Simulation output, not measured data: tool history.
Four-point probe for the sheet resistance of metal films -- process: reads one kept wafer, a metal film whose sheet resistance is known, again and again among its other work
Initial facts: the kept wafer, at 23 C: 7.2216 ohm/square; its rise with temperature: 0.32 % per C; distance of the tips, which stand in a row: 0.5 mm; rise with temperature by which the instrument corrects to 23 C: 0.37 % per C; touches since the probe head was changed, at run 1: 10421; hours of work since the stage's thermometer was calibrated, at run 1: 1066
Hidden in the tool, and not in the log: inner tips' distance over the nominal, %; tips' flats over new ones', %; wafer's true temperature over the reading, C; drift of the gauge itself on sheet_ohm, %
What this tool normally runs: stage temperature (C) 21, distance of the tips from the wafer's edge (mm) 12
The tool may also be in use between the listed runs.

| run | day | stage temperature (C) | distance of the tips from the wafer's edge (mm) | touches since the probe head was changed | hours of work since the stage's thermometer was calibrated | sheet resistance as the instrument gives it (ohm/square) |
|---|---|---|---|---|---|---|
| 1 | 0 | 21 | 12 | 10421 | 1066 | 7.225438 |
| 2 | 1.246 | 21 | 12 | 11633 | 1083 | 7.225004 |
| 3 | 2.021 | 21 | 12 | 12387 | 1094 | 7.221377 |
| 4 | 2.95 | 21 | 12 | 13293 | 1107 | 7.225181 |
| 5 | 4.071 | 21 | 12 | 14382 | 1122 | 7.222218 |
| 6 | 5.258 | 21 | 12 | 15541 | 1139 | 7.220064 |
| 7 | 6.467 | 21 | 18 | 16715 | 1156 | 7.217585 |
| 8 | 7.408 | 30 | 18 | 17633 | 1169 | 7.189386 |
| 9 | 8.217 | 30 | 9 | 18420 | 1180 | 7.19598 |
| 10 | 9.579 | 30 | 9 | 19746 | 1199 | 7.198515 |
| 11 | 10.817 | 30 | 9 | 20950 | 1216 | 7.197155 |
| 12 | 12.242 | 21 | 12 | 22337 | 1236 | 7.21866 |
| 13 | 12.825 | 21 | 3 | 22908 | 1244 | 7.316489 |
|  | 12.921 | stage's thermometer calibrated |
| 14 | 13.538 | 21 | 3 | 23581 | 9 | 7.316679 |
| 15 | 14.775 | 21 | 12 | 24785 | 26 | 7.211149 |
| 16 | 15.683 | 20 | 32 | 25669 | 38 | 7.206438 |
| 17 | 16.279 | 26 | 62 | 26251 | 47 | 7.187777 |
| 18 | 17.158 | 31 | 3 | 27106 | 59 | 7.277161 |
|  | 18.317 | stage's thermometer calibrated, once more |
| 19 | 18.425 | 34 | 44 | 28319 | 2 | 7.18224 |
| 20 | 19.792 | 28 | 5 | 29649 | 20 | 7.239249 |
| 21 | 21.225 | 28 | 3 | 31045 | 40 | 7.305895 |
| 22 | 22.442 | 28 | 3 | 32228 | 57 | 7.304344 |
| 23 | 23.067 | 28 | 40 | 32836 | 66 | 7.200247 |
| 24 | 24.162 | 28 | 40 | 33901 | 81 | 7.198844 |
| 25 | 24.971 | 28 | 40 | 34690 | 92 | 7.195917 |
| 26 | 26.175 | 20 | 5 | 35864 | 109 | 7.259839 |
| 27 | 27.062 | 35 | 5 | 36727 | 121 | 7.216051 |

Alternative continuations, all from the tool just after run 27; predict every row:
| A | 28.467 | 21 | 5 | 38092 | 141 | ? |
| B | 28.467 | 20 | 39 | 38092 | 141 | ? |
| C | 28.467 | 21 | 66 | 38092 | 141 | ? |
| D | 28.467 | 35 | 15 | 38092 | 141 | ? |

| run | sheet resistance as the instrument gives it (ohm/square) |
|---|---|
| A | 7.255302 |
| B | 7.224554 |
| C | 7.215355 |
| D | 7.18083 |
The same runs, with their run-to-run variation unchanged, on a tool lacking any hidden condition would have given:
| run | sheet resistance as the instrument gives it (ohm/square) |
|---|---|
| A | 7.265663 |
| B | 7.234877 |
| C | 7.225663 |
| D | 7.191069 |

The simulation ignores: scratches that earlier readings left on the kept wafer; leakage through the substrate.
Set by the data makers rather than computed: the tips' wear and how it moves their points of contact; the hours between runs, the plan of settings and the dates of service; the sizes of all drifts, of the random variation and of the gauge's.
